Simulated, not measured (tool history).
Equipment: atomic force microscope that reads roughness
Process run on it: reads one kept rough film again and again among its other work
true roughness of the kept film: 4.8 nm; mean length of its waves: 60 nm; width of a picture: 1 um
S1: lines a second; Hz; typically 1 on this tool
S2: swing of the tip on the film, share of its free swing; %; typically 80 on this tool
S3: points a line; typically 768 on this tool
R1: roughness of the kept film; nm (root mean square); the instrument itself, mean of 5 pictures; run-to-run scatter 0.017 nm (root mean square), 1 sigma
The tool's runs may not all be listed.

| run | day | S1 | S2 | S3 | R1 |
|---|---|---|---|---|---|
| 1 | 0 | 1 | 80 | 768 | 3.997 |
| 2 | 0.262 | 1 | 80 | 768 | 4.024 |
| 3 | 0.633 | 1 | 80 | 768 | 3.997 |
| 4 | 0.879 | 1 | 80 | 768 | 3.949 |
| 5 | 1.054 | 1 | 80 | 768 | 3.964 |
| 6 | 1.254 | 1 | 81 | 768 | 3.95 |
| 7 | 1.617 | 1 | 81 | 768 | 3.93 |
|  | 1.675 | height scale calibrated on a step standard |
| 8 | 2.025 | 1 | 81 | 768 | 3.909 |
|  | 2.275 | height scale calibrated on a step standard, once more |
| 9 | 2.283 | 1 | 80 | 768 | 3.886 |
| 10 | 2.638 | 1 | 80 | 768 | 3.87 |
| 11 | 2.983 | 1 | 80 | 675 | 3.91 |
| 12 | 3.142 | 1 | 80 | 768 | 3.89 |
| 13 | 3.342 | 1 | 83 | 442 | 3.789 |
| 14 | 3.5 | 1.43 | 80 | 768 | 3.715 |
| 15 | 3.846 | 1.44 | 80 | 768 | 3.711 |
|  | 4.029 | new tip fitted |
| 16 | 4.2 | 0.75 | 86 | 576 | 4.155 |
| 17 | 4.388 | 1.09 | 73 | 629 | 4.247 |
| 18 | 4.575 | 1.09 | 73 | 629 | 4.267 |
| 19 | 4.762 | 1.09 | 73 | 629 | 4.25 |
| 20 | 5.088 | 0.83 | 83 | 586 | 4.121 |
| 21 | 5.375 | 2.41 | 75 | 703 | 3.797 |
| 22 | 5.571 | 3.28 | 75 | 575 | 3.552 |
| 23 | 5.892 | 1 | 80 | 374 | 4.077 |

For some of the steps in R1 from one run to the next: how much would appear even if the tool had no hidden state, given the settings, what came in and random variation, and how much remains for the hidden state plus any gauge scatter that the measured result and the result without hidden state don't share?
The hidden state here: radius of the tip, nm; height scale over the true one, %; drift of the gauge itself on roughness_nm, %.
Run 15 -> 16: S1 1.44 -> 0.75, S2 80 -> 86, S3 768 -> 576, new tip fitted. R1 +0.444 nm (root mean square): hidden state +0.313, all else +0.131.
Run 22 -> 23: S1 3.28 -> 1, S2 75 -> 80, S3 575 -> 374. R1 +0.525 nm (root mean square): hidden state -0.029, all else +0.554.
